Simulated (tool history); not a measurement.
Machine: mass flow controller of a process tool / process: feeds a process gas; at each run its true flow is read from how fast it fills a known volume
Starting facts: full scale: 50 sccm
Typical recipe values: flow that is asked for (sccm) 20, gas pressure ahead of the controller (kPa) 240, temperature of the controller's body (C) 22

| run | hour | flow that is asked for (sccm) | gas pressure ahead of the controller (kPa) | temperature of the controller's body (C) | true flow (%) |
|---|---|---|---|---|---|
| 1 | 0.0 | 20 | 240 | 22 | 98.38 |
| 2 | 163.7 | 20 | 240 | 22 | 98.22 |
| 3 | 454.8 | 20 | 240 | 22 | 98.29 |
| 4 | 744.4 | 12 | 240 | 22 | 97.94 |
| 5 | 893.4 | 12 | 155 | 22 | 98.44 |
| 6 | 1087.0 | 12 | 155 | 22 | 98.21 |
| 7 | 1307.3 | 12 | 155 | 22 | 98.21 |
| 8 | 1435.7 | 20 | 240 | 22 | 97.99 |
| 9 | 1593.9 | 20 | 240 | 39 | 99.78 |
| 10 | 1886.3 | 20 | 240 | 39 | 99.56 |
| 11 | 2039.1 | 20 | 240 | 39 | 99.54 |
| 12 | 2311.8 | 20 | 240 | 36 | 99.23 |
| 13 | 2465.8 | 7 | 242 | 38 | 98.79 |
| 14 | 2745.1 | 24 | 218 | 24 | 98.10 |
| 15 | 2873.2 | 24 | 218 | 24 | 98.18 |
| 16 | 3020.0 | 24 | 218 | 24 | 98.15 |
| 17 | 3148.4 | 24 | 218 | 24 | 98.02 |
| 18 | 3441.9 | 37 | 172 | 26 | 98.93 |
| 19 | 3706.8 | 48 | 175 | 37 | 100.33 |
| 20 | 4002.2 | 48 | 175 | 37 | 100.39 |
| 21 | 4172.1 | 48 | 175 | 37 | 100.37 |
| 22 | 4451.8 | 15 | 155 | 33 | 98.72 |
| 23 | 4618.5 | 10 | 240 | 22 | 96.74 |
| 24 | 4870.4 | 6 | 178 | 26 | 97.49 |

Run by run, hidden condition taken away, random variation retained:
The hidden state here: flow at rest that the sensor doesn't see, % of full scale; true flow over the shown one, %; drift of the gauge itself on true_pct, %.
| run | true flow (%) |
|---|---|
| 1 | 98.37 |
| 2 | 98.26 |
| 3 | 98.39 |
| 4 | 98.11 |
| 5 | 98.64 |
| 6 | 98.46 |
| 7 | 98.51 |
| 8 | 98.32 |
| 9 | 100.16 |
| 10 | 100.01 |
| 11 | 100.02 |
| 12 | 99.77 |
| 13 | 99.35 |
| 14 | 98.74 |
| 15 | 98.85 |
| 16 | 98.86 |
| 17 | 98.76 |
| 18 | 99.74 |
| 19 | 101.22 |
| 20 | 101.35 |
| 21 | 101.37 |
| 22 | 99.76 |
| 23 | 97.79 |
| 24 | 98.59 |
